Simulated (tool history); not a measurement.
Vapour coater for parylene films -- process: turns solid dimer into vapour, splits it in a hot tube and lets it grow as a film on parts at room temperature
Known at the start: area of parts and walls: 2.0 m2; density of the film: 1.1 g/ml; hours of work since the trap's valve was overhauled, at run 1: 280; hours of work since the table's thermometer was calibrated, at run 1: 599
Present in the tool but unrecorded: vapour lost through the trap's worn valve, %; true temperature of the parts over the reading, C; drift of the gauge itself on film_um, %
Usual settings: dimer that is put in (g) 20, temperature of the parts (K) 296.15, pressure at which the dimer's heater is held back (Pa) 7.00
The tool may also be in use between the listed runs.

| run | hour | dimer that is put in (g) | temperature of the parts (K) | pressure at which the dimer's heater is held back (Pa) | hours of work since the trap's valve was overhauled | hours of work since the table's thermometer was calibrated | thickness of the film (um) |
|---|---|---|---|---|---|---|---|
| 1 | 0.0 | 20 | 296.15 | 7.00 | 280 | 599 | 6.77 |
| 2 | 29.8 | 20 | 296.15 | 7.00 | 297 | 616 | 6.73 |
| 3 | 57.2 | 20 | 296.15 | 7.00 | 313 | 632 | 6.70 |
| 4 | 85.7 | 20 | 296.15 | 7.09 | 329 | 648 | 6.60 |
| 5 | 111.7 | 20 | 296.15 | 7.09 | 344 | 664 | 6.61 |
| 6 | 132.5 | 20 | 296.15 | 7.09 | 357 | 676 | 6.70 |
|  | 136.4 | table's thermometer calibrated |
| 7 | 150.7 | 20 | 296.15 | 7.00 | 367 | 8 | 6.69 |
| 8 | 176.4 | 20 | 296.15 | 7.00 | 381 | 23 | 6.69 |
| 9 | 191.8 | 20 | 296.15 | 7.00 | 390 | 32 | 6.68 |
| 10 | 215.7 | 20 | 296.15 | 7.00 | 404 | 46 | 6.74 |
| 11 | 247.7 | 20 | 296.15 | 7.00 | 423 | 65 | 6.72 |
| 12 | 280.8 | 20 | 296.15 | 2.43 | 442 | 84 | 8.05 |
|  | 303.1 | table's thermometer calibrated, once more |
|  | 309.0 | trap's valve overhauled |
| 13 | 313.8 | 8 | 306.15 | 8.57 | 3 | 4 | 1.62 |
| 14 | 330.8 | 10 | 304.15 | 8.51 | 13 | 14 | 2.26 |
| 15 | 364.9 | 20 | 302.15 | 9.18 | 32 | 34 | 4.84 |
| 16 | 388.8 | 24 | 294.15 | 9.18 | 46 | 47 | 8.47 |
| 17 | 408.1 | 24 | 294.15 | 9.18 | 57 | 59 | 8.44 |
| 18 | 428.9 | 24 | 290.15 | 5.82 | 70 | 71 | 10.61 |
| 19 | 454.0 | 24 | 290.15 | 5.82 | 84 | 85 | 10.60 |
| 20 | 478.4 | 25 | 297.15 | 11.03 | 98 | 99 | 7.27 |
| 21 | 497.7 | 12 | 292.15 | 11.03 | 110 | 111 | 4.43 |
| 22 | 526.6 | 22 | 292.15 | 2.92 | 126 | 127 | 9.54 |
| 23 | 541.0 | 20 | 303.15 | 7.00 | 135 | 136 | 4.79 |

Branching from run 23: 5 alternative next runs. What would each branch give?
| A | 555.8 | 8 | 290.15 | 6.46 | 143 | 144 | ? |
| B | 555.8 | 20 | 288.15 | 3.40 | 143 | 144 | ? |
| C | 555.8 | 20 | 299.15 | 7.00 | 143 | 144 | ? |
| D | 555.8 | 20 | 302.15 | 2.06 | 143 | 144 | ? |
| E | 555.8 | 27 | 303.15 | 7.00 | 143 | 144 | ? |

| run | thickness of the film (um) |
|---|---|
| A | 3.45 |
| B | 8.67 |
| C | 5.69 |
| D | 6.39 |
| E | 6.43 |
Without the tool's unlogged condition, the same runs would have read:
| run | thickness of the film (um) |
|---|---|
| A | 3.52 |
| B | 8.86 |
| C | 5.79 |
| D | 6.50 |
| E | 6.54 |
